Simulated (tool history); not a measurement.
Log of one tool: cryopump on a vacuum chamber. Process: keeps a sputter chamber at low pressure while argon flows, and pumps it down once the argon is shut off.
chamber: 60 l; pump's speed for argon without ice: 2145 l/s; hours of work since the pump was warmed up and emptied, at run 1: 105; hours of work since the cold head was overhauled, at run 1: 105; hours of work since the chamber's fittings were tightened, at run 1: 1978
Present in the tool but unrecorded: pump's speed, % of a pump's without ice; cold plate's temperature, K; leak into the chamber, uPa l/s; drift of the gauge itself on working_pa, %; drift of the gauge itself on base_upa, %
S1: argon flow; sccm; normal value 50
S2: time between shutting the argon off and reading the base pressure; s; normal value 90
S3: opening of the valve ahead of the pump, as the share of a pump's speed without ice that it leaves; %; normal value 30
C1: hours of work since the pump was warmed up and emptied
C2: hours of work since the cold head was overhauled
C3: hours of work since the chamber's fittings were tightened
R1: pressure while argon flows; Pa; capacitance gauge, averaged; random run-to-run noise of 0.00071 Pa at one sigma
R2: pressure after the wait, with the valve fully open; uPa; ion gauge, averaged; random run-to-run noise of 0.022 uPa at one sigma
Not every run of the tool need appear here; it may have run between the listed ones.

Run 1, hour 0: usual settings; C1 105; C2 105; C3 1978. Result: R1 0.1328 Pa, R2 2.02 uPa.
Run 2, hour 13.7: usual settings; C1 117; C2 117; C3 1989. Result: R1 0.1324 Pa, R2 2 uPa.
Run 3, hour 30.9: usual settings; C1 132; C2 132; C3 2004. Result: R1 0.1326 Pa, R2 2.02 uPa.
Run 4, hour 52.6: usual settings; C1 150; C2 150; C3 2023. Result: R1 0.1323 Pa, R2 2.05 uPa.
Run 5, hour 80.2: usual settings but S1 39 sccm; C1 174; C2 174; C3 2046. Result: R1 0.103 Pa, R2 2.04 uPa.
Run 6, hour 107.4: usual settings but S1 39 sccm, S2 103 s; C1 197; C2 197; C3 2069. Result: R1 0.1034 Pa, R2 2.02 uPa.
Run 7, hour 120.9: usual settings but S1 39 sccm, S2 103 s; C1 208; C2 208; C3 2081. Result: R1 0.1024 Pa, R2 2.05 uPa.
Run 8, hour 142.8: usual settings but S3 41 %; C1 227; C2 227; C3 2099. Result: R1 0.0978 Pa, R2 2.11 uPa.
Run 9, hour 163.4: usual settings but S3 41 %; C1 244; C2 244; C3 2117. Result: R1 0.0982 Pa, R2 2.22 uPa.
Run 10, hour 185.9: usual settings but S3 15 %; C1 264; C2 264; C3 2136. Result: R1 0.2642 Pa, R2 2.12 uPa.
Run 11, hour 214.2: usual settings; C1 288; C2 288; C3 2160. Result: R1 0.1333 Pa, R2 2.22 uPa.
Run 12, hour 234.8: usual settings but S2 31 s; C1 305; C2 305; C3 2178. Result: R1 0.1328 Pa, R2 2.91 uPa.
Run 13, hour 256.1: usual settings but S2 31 s; C1 323; C2 323; C3 2196. Result: R1 0.1348 Pa, R2 3.03 uPa.
Run 14, hour 283.6: usual settings but S2 31 s; C1 347; C2 347; C3 2219. Result: R1 0.1348 Pa, R2 3.02 uPa.
Run 15, hour 311.1: usual settings but S1 92 sccm; C1 370; C2 370; C3 2242. Result: R1 0.2465 Pa, R2 2.28 uPa.
Run 16, hour 324.5: usual settings but S1 92 sccm; C1 382; C2 382; C3 2254. Result: R1 0.2459 Pa, R2 2.33 uPa.
Run 17, hour 343.9: usual settings but S1 92 sccm; C1 398; C2 398; C3 2270. Result: R1 0.2449 Pa, R2 2.32 uPa.
Run 18, hour 357.5: usual settings but S1 84 sccm, S2 48 s, S3 55 %; C1 410; C2 410; C3 2282. Result: R1 0.1253 Pa, R2 2.79 uPa.
Run 19, hour 384.9: usual settings but S1 34 sccm, S2 95 s, S3 31 %; C1 433; C2 433; C3 2305. Result: R1 0.0882 Pa, R2 2.35 uPa.
Run 20, hour 404.3: usual settings but S1 99 sccm, S2 265 s; C1 449; C2 449; C3 2322. Result: R1 0.2656 Pa, R2 2.08 uPa.
Run 21, hour 417.9: usual settings but S1 34 sccm, S2 76 s, S3 18 %; C1 461; C2 461; C3 2333. Result: R1 0.1503 Pa, R2 2.49 uPa.
Run 22, hour 441: usual settings but S1 34 sccm, S2 76 s, S3 18 %; C1 481; C2 481; C3 2353. Result: R1 0.1504 Pa, R2 2.44 uPa.
Run 23, hour 466.6: usual settings but S1 47 sccm, S2 154 s, S3 19 %; C1 502; C2 502; C3 2375. Result: R1 0.1971 Pa, R2 2.27 uPa.
Run 24, hour 493.4: usual settings but S1 47 sccm, S2 167 s, S3 19 %; C1 525; C2 525; C3 2398. Result: R1 0.1984 Pa, R2 2.27 uPa.
At hour 499.9: leaking fittings of the chamber tightened, without venting.
Run 25, hour 517.4: usual settings but S1 47 sccm, S2 167 s, S3 19 %; C1 544; C2 544; C3 15. Result: R1 0.1987 Pa, R2 0.38 uPa.
Run 26, hour 533.2: usual settings but S1 38 sccm; C1 557; C2 557; C3 28. Result: R1 0.1026 Pa, R2 0.62 uPa.
Run 27, hour 554.6: usual settings but S1 38 sccm; C1 576; C2 576; C3 47. Result: R1 0.1026 Pa, R2 0.61 uPa.
Run 28, hour 571.7: usual settings but S1 75 sccm, S2 76 s, S3 25 %; C1 590; C2 590; C3 61. Result: R1 0.242 Pa, R2 0.65 uPa.
Run 29, hour 587.4: usual settings but S1 87 sccm; C1 604; C2 604; C3 74. Result: R1 0.2357 Pa, R2 0.6 uPa.
Run 30, hour 610: usual settings but S1 49 sccm, S2 41 s; C1 623; C2 623; C3 94. Result: R1 0.1327 Pa, R2 1.12 uPa.

Describe how what the log doesn't record of the tool's condition differs between the last listed run preceding each entry between runs and the first listed run following it.
In the gap between runs 24 and 25: leaking fittings of the chamber tightened, without venting (hour 499.9)
  pump's speed, % of a pump's without ice: 92.2 -> 92; leak into the chamber, uPa l/s: 3999 -> 340
  the result without the hidden state subtracted from the measured one, R1: +0.0034 -> +0.0035 Pa; R2: +1.89 -> +0.03 uPa

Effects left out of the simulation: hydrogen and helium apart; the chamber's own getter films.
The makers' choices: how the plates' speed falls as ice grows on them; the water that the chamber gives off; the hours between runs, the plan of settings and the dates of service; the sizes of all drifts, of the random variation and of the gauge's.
